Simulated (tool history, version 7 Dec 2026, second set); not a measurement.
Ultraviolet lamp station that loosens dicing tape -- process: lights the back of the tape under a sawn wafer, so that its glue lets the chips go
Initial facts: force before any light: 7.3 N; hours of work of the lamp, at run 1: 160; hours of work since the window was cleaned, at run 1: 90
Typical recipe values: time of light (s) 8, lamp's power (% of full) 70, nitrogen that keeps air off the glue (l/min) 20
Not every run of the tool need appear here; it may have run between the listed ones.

run	hour	time of light (s)	lamp's power (% of full)	nitrogen that keeps air off the glue (l/min)	hours of work of the lamp	hours of work since the window was cleaned	force that peels the tape off (N)	light that reached the tape (mJ/cm²)
1	0.0	8	70	20	160	90	0.953	467
2	6.2	8	70	20	164	94	0.973	459
3	11.8	8	91	20	168	98	0.599	600
4	20.7	8	70	20	174	104	0.979	464
5	26.0	8	70	20	177	108	0.973	461
6	31.5	11	70	20	181	111	0.567	625
7	38.5	11	70	20	186	116	0.534	625
8	47.6	11	70	20	192	122	0.561	628
9	52.5	8	70	20	195	125	0.956	454
10	59.3	8	70	20	199	130	0.975	454
11	66.0	8	94	20	204	134	0.571	607
12	74.4	8	94	20	209	140	0.583	606
13	81.1	8	94	20	214	144	0.598	608
14	90.4	11	70	20	220	150	0.553	619
15	96.5	11	70	20	224	154	0.581	611
16	102.8	8	70	20	228	158	1.063	443
17	108.6	8	70	20	232	162	1.000	443
18	116.6	8	70	20	237	168	1.024	443
19	121.2	8	70	20	240	171	1.033	446
20	128.7	8	70	14	245	175	1.313	444
21	134.4	8	70	20	249	179	1.031	444
22	138.8	9	70	20	252	182	0.859	495
23	144.2	9	70	20	256	186	0.864	495
24	151.6	8	87	8	261	191	1.301	552
# hour 152.7: window cleaned of glue's vapour
25	160.4	5	85	15	266	5	1.918	322
26	166.6	5	85	15	270	9	2.052	321
27	172.5	5	85	15	274	13	1.923	318
28	180.8	4	99	20	280	19	1.938	290
29	186.9	8	89	7	284	23	1.501	525
30	191.4	8	76	7	287	26	1.865	456
31	199.7	8	76	7	292	31	1.866	452
32	208.2	8	76	7	298	37	1.919	445
# hour 210.5: window cleaned of glue's vapour, once more
33	218.0	8	76	38	304	5	0.587	498
34	222.0	15	70	7	306	8	0.635	850
35	228.8	15	78	7	311	12	0.596	950
36	235.0	15	78	7	315	16	0.537	952
37	239.6	11	85	26	318	19	0.373	757
38	245.9	11	85	26	322	23	0.355	759
39	252.3	5	62	20	327	28	2.179	249
40	258.7	5	62	20	331	32	2.232	252
41	266.5	8	64	8	336	37	1.981	408
42	274.5	13	68	12	341	42	0.626	707
43	282.0	6	60	20	346	47	1.985	293
44	288.8	9	60	18	351	52	1.149	429

Describe how what the log doesn't record of the tool's condition differs between the last listed run preceding each entry between runs and the first listed run following it.
In the gap between runs 24 and 25: window cleaned of glue's vapour (hour 152.7)
  lamp's light, % of a new lamp's: 93.4 -> 93.3; light that the window lets through, % of a clean one's: 94.6 -> 90.7
  measured result minus the result with no hidden state, force that peels the tape off (N): +0.235 -> +0.384; light that reached the tape (mJ/cm²): -73 -> -57
In the gap between runs 32 and 33: window cleaned of glue's vapour, once more (hour 210.5)
  lamp's light, % of a new lamp's: 92.6 -> 92.4; light that the window lets through, % of a clean one's: 89.8 -> 99.4
  measured result minus the result with no hidden state, force that peels the tape off (N): +0.432 -> +0.083; light that reached the tape (mJ/cm²): -91 -> -45
